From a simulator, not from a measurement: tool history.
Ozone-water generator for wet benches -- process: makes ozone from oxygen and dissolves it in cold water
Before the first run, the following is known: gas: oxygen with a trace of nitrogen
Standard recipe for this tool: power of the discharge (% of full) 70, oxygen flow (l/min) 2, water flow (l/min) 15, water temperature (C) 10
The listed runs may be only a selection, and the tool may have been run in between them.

run,hour,power of the discharge (% of full),oxygen flow (l/min),water flow (l/min),water temperature (C),dissolved ozone (ppm),ozone in the gas ahead of the water (g/m3)
1,0,70,2,15,10,15.7,253.8
2,70.6,70,2.16,15,10,15.9,247
3,109.2,70,2.16,15,10,16,250.1
4,158.9,70,2.16,15,10,16.2,246.4
5,195.8,70,2.16,15,10,15.9,245.2
6,272.8,70,2.16,15,10,15.9,247.8
7,349.6,76,2,15,10,16.8,274.2
8,390.4,76,2,15,10,16.7,274.9
9,443.6,63,1.07,17,6,9.3,283
10,507,63,1.07,17,6,9.2,284
11,580.2,78,2,11,10,23,280.3
12,656.8,78,2,11,10,22.7,279.1
13,709.8,78,1.48,12,17,17.7,309.9
14,752.4,83,2.98,18,17,16.3,257.9
# hour 821: contactor cleaned
15,821,83,2.98,18,17,17,256.5

Measured less the same run without the tool's hidden state. The same run-to-run variation is in both; the gauge's scatter may not be:
The hidden state here: yield of the discharge, % of new electrodes'; contactor's efficiency, % of a clean one's; true water temperature over the reading, C; drift of the gauge itself on ozone_ppm, %; drift of the gauge itself on gas_g_m3, %.
run,dissolved ozone (ppm),ozone in the gas ahead of the water (g/m3)
1,-1.1,-2.4
2,-1.1,-2.7
3,-1.1,-2.8
4,-1.2,-3.1
5,-1.2,-3.3
6,-1.2,-3.6
7,-1.3,-4.8
8,-1.4,-5.1
9,-0.7,-4.7
10,-0.8,-4.9
11,-1.9,-6.4
12,-2,-6.9
13,-1.6,-8.1
14,-1.6,-7.3
15,-0.7,-7.7
